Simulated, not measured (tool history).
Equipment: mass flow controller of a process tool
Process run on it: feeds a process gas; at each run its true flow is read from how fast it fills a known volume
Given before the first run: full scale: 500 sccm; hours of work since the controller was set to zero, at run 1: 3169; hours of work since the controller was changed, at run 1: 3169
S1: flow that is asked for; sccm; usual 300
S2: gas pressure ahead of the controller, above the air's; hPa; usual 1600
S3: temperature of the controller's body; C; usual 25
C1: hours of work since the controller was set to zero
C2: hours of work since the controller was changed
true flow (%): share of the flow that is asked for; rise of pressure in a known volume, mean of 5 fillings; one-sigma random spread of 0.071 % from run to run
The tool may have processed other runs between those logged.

Run 1, hour 0.0: usual settings; C1 3169; C2 3169. Result: true flow (%) 99.70.
Run 2, hour 221.6: usual settings; C1 3343; C2 3343. Result: true flow (%) 99.78.
Run 3, hour 580.6: usual settings; C1 3626; C2 3626. Result: true flow (%) 99.85.
Run 4, hour 851.0: usual settings but S1 130 sccm; C1 3838; C2 3838. Result: true flow (%) 98.14.
Run 5, hour 1341.2: usual settings but S1 130 sccm; C1 4223; C2 4223. Result: true flow (%) 97.87.
Run 6, hour 1636.5: usual settings; C1 4455; C2 4455. Result: true flow (%) 100.08.
At hour 1683.3: controller's zero set anew.
Run 7, hour 1856.7: usual settings; C1 136; C2 4628. Result: true flow (%) 99.15.
Run 8, hour 2303.1: usual settings; C1 487; C2 4978. Result: true flow (%) 99.26.
At hour 2482.8: controller's zero set anew, once more.
Run 9, hour 2551.7: usual settings; C1 54; C2 5173. Result: true flow (%) 101.86.
Run 10, hour 2933.2: usual settings but S1 94 sccm, S2 1520 hPa, S3 36 C; C1 354; C2 5473. Result: true flow (%) 102.43.
Run 11, hour 3327.4: usual settings but S1 94 sccm, S2 1520 hPa, S3 36 C; C1 664; C2 5783. Result: true flow (%) 102.27.
Run 12, hour 3615.3: usual settings but S1 362 sccm, S2 2590 hPa, S3 24 C; C1 890; C2 6009. Result: true flow (%) 102.51.
Run 13, hour 4010.7: usual settings but S1 139 sccm, S2 1970 hPa, S3 21 C; C1 1200; C2 6320. Result: true flow (%) 100.85.
Run 14, hour 4337.6: usual settings but S1 230 sccm; C1 1457; C2 6576. Result: true flow (%) 101.78.

What if the next run were any one of these 4? Each begins from the tool's condition after run 14:
Run A, hour 4764.0: usual settings but S1 136 sccm, S2 2280 hPa; C1 1792; C2 6911. Result: true flow (%) ?.
Run B, hour 4764.0: usual settings but S1 169 sccm, S2 2080 hPa; C1 1792; C2 6911. Result: true flow (%) ?.
Run C, hour 4764.0: usual settings but S2 2170 hPa; C1 1792; C2 6911. Result: true flow (%) ?.
Run D, hour 4764.0: usual settings but S1 230 sccm, S2 1640 hPa; C1 1792; C2 6911. Result: true flow (%) ?.

run  true flow (%)
  A         101.35
  B         101.64
  C         102.38
  D         101.86
Stripped of hidden state, with their random variation kept, the same runs would have yielded:
run  true flow (%)
  A          99.57
  B          99.58
  C          99.84
  D          99.51
